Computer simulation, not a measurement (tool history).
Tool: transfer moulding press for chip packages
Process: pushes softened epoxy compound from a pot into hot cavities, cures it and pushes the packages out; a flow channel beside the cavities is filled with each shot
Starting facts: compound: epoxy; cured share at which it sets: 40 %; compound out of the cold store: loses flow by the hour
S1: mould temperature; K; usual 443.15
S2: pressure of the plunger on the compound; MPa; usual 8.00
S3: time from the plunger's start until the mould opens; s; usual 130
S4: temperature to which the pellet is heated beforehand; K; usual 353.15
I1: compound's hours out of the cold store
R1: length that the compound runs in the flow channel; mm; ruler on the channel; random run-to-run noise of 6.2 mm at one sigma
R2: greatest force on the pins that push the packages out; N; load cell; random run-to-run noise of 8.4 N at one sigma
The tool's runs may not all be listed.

run,hour,S1,S2,S3,S4,I1,R1,R2
1,0.0,443.15,8.00,130,353.15,33.1,582,436
2,37.6,443.15,8.00,130,353.15,26.9,612,689
# hour 53.0: cavities cleaned with cleaning compound and waxed
3,74.1,443.15,8.00,130,353.15,20.0,627,578
4,90.2,443.15,8.00,130,353.15,35.2,578,638
# hour 114.3: cavities cleaned with cleaning compound and waxed
5,117.9,443.15,8.00,130,353.15,20.9,632,423
6,134.6,443.15,7.48,130,353.15,31.8,565,602
# hour 149.8: plunger's sealing rings changed
7,155.8,443.15,7.48,125,353.15,22.4,651,691
# hour 177.2: cavities cleaned with cleaning compound and waxed
8,177.2,443.15,8.00,130,353.15,17.3,677,382
# hour 182.6: mould's thermocouples calibrated
9,210.8,443.15,8.00,130,353.15,40.0,588,606
# hour 241.1: cavities cleaned with cleaning compound and waxed
10,243.6,446.15,8.00,130,353.15,47.5,574,395
11,267.8,439.15,8.00,130,353.15,30.6,638,691
12,297.8,443.15,8.00,130,353.15,28.4,631,761
# hour 302.5: cavities cleaned with cleaning compound and waxed
13,318.0,443.15,8.00,130,353.15,29.5,617,502
14,341.6,443.15,8.00,130,357.15,32.8,610,666
# hour 364.8: cavities cleaned with cleaning compound and waxed
15,382.3,443.15,8.00,130,350.15,44.3,559,545
# hour 401.3: mould's thermocouples calibrated, once more
16,418.6,443.15,8.00,116,353.15,38.0,593,832
# hour 429.2: cavities cleaned with cleaning compound and waxed
17,439.0,443.15,8.00,116,353.15,33.4,588,535
18,461.9,443.15,8.00,142,353.15,12.9,665,585
19,483.9,449.15,7.72,152,353.15,14.5,636,660
# hour 491.1: cavities cleaned with cleaning compound and waxed
20,506.1,449.15,7.72,152,353.15,42.3,543,465
21,522.6,449.15,7.72,152,353.15,16.2,620,554
22,548.2,436.15,6.66,155,348.15,31.8,551,814
# hour 552.9: cavities cleaned with cleaning compound and waxed
23,579.3,443.15,9.10,117,353.15,46.1,580,642
24,604.6,443.15,8.00,130,353.15,21.9,620,738
# hour 611.8: plunger's sealing rings changed
# hour 616.7: cavities cleaned with cleaning compound and waxed
25,634.0,451.15,8.00,145,362.15,9.9,699,476
26,661.2,451.15,8.00,145,362.15,13.3,674,623
# hour 677.1: cavities cleaned with cleaning compound and waxed
27,698.2,443.15,7.23,147,359.15,29.1,603,526
28,733.4,449.15,6.20,147,359.15,33.1,524,657
# hour 738.3: cavities cleaned with cleaning compound and waxed
29,755.2,449.15,6.20,147,359.15,16.3,581,477

Forecast each of these 3 alternatives for the next run:
A,782.8,449.15,6.20,147,350.15,16.3,?,?
B,782.8,443.15,8.00,130,343.15,45.6,?,?
C,782.8,447.15,6.93,163,359.15,11.5,?,?

run,R1,R2
A,575,623
B,568,710
C,626,631
With the hidden condition removed and each run's random variation left untouched, the same runs would have given:
run,R1,R2
A,589,329
B,583,369
C,642,328
